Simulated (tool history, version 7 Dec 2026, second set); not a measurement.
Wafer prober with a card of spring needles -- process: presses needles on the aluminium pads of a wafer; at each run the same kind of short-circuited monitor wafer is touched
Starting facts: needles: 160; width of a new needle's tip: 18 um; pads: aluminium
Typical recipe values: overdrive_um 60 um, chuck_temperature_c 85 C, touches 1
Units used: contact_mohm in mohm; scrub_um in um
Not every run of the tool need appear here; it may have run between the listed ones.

| run | day | overdrive_um | chuck_temperature_c | touches | contact_mohm | scrub_um |
|---|---|---|---|---|---|---|
| 1 | 0.000 | 60 | 85 | 1 | 339 | 12.33 |
|  | 0.292 | tips cleaned on abrasive film |
|  | 0.779 | tips cleaned on abrasive film |
|  | 1.171 | tips cleaned on abrasive film |
|  | 1.558 | tips cleaned on abrasive film |
| 2 | 1.688 | 60 | 85 | 1 | 352 | 12.25 |
|  | 1.979 | tips cleaned on abrasive film |
|  | 2.183 | height of the first contact set anew |
|  | 2.383 | tips cleaned on abrasive film |
|  | 2.771 | tips cleaned on abrasive film |
| 3 | 3.138 | 43 | 85 | 1 | 770 | 9.02 |
|  | 3.238 | tips cleaned on abrasive film |
|  | 3.725 | tips cleaned on abrasive film |
|  | 4.208 | tips cleaned on abrasive film |
|  | 4.600 | tips cleaned on abrasive film |
| 4 | 4.946 | 43 | 85 | 1 | 775 | 8.96 |
|  | 5.046 | tips cleaned on abrasive film |
|  | 5.433 | tips cleaned on abrasive film |
|  | 5.825 | tips cleaned on abrasive film |
|  | 6.221 | tips cleaned on abrasive film |
| 5 | 6.221 | 43 | 85 | 1 | 224 | 8.90 |
|  | 6.704 | tips cleaned on abrasive film |
|  | 7.192 | tips cleaned on abrasive film |
| 6 | 7.425 | 43 | 85 | 1 | 686 | 8.86 |
|  | 7.621 | tips cleaned on abrasive film |
|  | 8.008 | tips cleaned on abrasive film |
|  | 8.496 | tips cleaned on abrasive film |
|  | 8.983 | tips cleaned on abrasive film |
|  | 9.371 | tips cleaned on abrasive film |
| 7 | 9.729 | 60 | 85 | 1 | 492 | 12.32 |
|  | 9.829 | tips cleaned on abrasive film |
|  | 10.221 | tips cleaned on abrasive film |
|  | 10.704 | tips cleaned on abrasive film |
|  | 11.192 | tips cleaned on abrasive film |
| 8 | 11.300 | 48 | 37 | 2 | 367 | 9.79 |
|  | 11.596 | tips cleaned on abrasive film |
|  | 11.983 | tips cleaned on abrasive film |
|  | 12.375 | tips cleaned on abrasive film |
|  | 12.858 | tips cleaned on abrasive film |
|  | 13.067 | height of the first contact set anew |
|  | 13.262 | tips cleaned on abrasive film |
|  | 13.738 | tips cleaned on abrasive film |
| 9 | 13.738 | 44 | 102 | 3 | 189 | 9.23 |
|  | 14.225 | tips cleaned on abrasive film |
|  | 14.612 | tips cleaned on abrasive film |
|  | 15.004 | tips cleaned on abrasive film |
|  | 15.488 | tips cleaned on abrasive film |
|  | 15.879 | tips cleaned on abrasive film |
| 10 | 15.958 | 69 | 102 | 3 | 197 | 14.42 |
|  | 16.346 | tips cleaned on abrasive film |
|  | 16.833 | tips cleaned on abrasive film |
|  | 17.225 | tips cleaned on abrasive film |
|  | 17.612 | tips cleaned on abrasive film |
| 11 | 17.946 | 60 | 66 | 3 | 281 | 12.47 |
|  | 18.046 | tips cleaned on abrasive film |
|  | 18.433 | tips cleaned on abrasive film |
|  | 18.921 | tips cleaned on abrasive film |
|  | 19.308 | tips cleaned on abrasive film |
| 12 | 19.538 | 57 | 72 | 3 | 280 | 11.74 |
|  | 19.733 | tips cleaned on abrasive film |
|  | 20.125 | tips cleaned on abrasive film |
|  | 20.608 | tips cleaned on abrasive film |
|  | 21.000 | tips cleaned on abrasive film |
| 13 | 21.271 | 41 | 89 | 3 | 428 | 8.34 |
|  | 21.467 | tips cleaned on abrasive film |
|  | 21.858 | tips cleaned on abrasive film |
|  | 22.342 | tips cleaned on abrasive film |
| 14 | 22.529 | 60 | 83 | 1 | 416 | 12.26 |

Each row is a separate what-if for the run after 14, all from the same tool condition, not one after another. Results?
|  | 22.821 | tips cleaned on abrasive film |
|  | 23.208 | tips cleaned on abrasive film |
|  | 23.600 | tips cleaned on abrasive film |
|  | 23.988 | tips cleaned on abrasive film |
|  | 24.000 | height of the first contact set anew |
| A | 24.083 | 60 | 83 | 1 | ? | ? |
|  | 22.821 | tips cleaned on abrasive film |
|  | 23.208 | tips cleaned on abrasive film |
|  | 23.600 | tips cleaned on abrasive film |
|  | 23.988 | tips cleaned on abrasive film |
|  | 24.000 | height of the first contact set anew |
| B | 24.083 | 68 | 85 | 1 | ? | ? |
|  | 22.821 | tips cleaned on abrasive film |
|  | 23.208 | tips cleaned on abrasive film |
|  | 23.600 | tips cleaned on abrasive film |
|  | 23.988 | tips cleaned on abrasive film |
|  | 24.000 | height of the first contact set anew |
| C | 24.083 | 60 | 83 | 2 | ? | ? |
|  | 22.821 | tips cleaned on abrasive film |
|  | 23.208 | tips cleaned on abrasive film |
|  | 23.600 | tips cleaned on abrasive film |
|  | 23.988 | tips cleaned on abrasive film |
|  | 24.000 | height of the first contact set anew |
| D | 24.083 | 51 | 83 | 1 | ? | ? |
|  | 22.821 | tips cleaned on abrasive film |
|  | 23.208 | tips cleaned on abrasive film |
|  | 23.600 | tips cleaned on abrasive film |
|  | 23.988 | tips cleaned on abrasive film |
|  | 24.000 | height of the first contact set anew |
| E | 24.083 | 64 | 36 | 1 | ? | ? |

| run | contact_mohm | scrub_um |
|---|---|---|
| A | 304 | 12.62 |
| B | 269 | 14.34 |
| C | 250 | 12.62 |
| D | 358 | 10.75 |
| E | 282 | 13.50 |
Stripped of hidden state, with their random variation kept, the same runs would have yielded:
| run | contact_mohm | scrub_um |
|---|---|---|
| A | 160 | 12.62 |
| B | 154 | 14.34 |
| C | 161 | 12.62 |
| D | 163 | 10.75 |
| E | 146 | 13.50 |
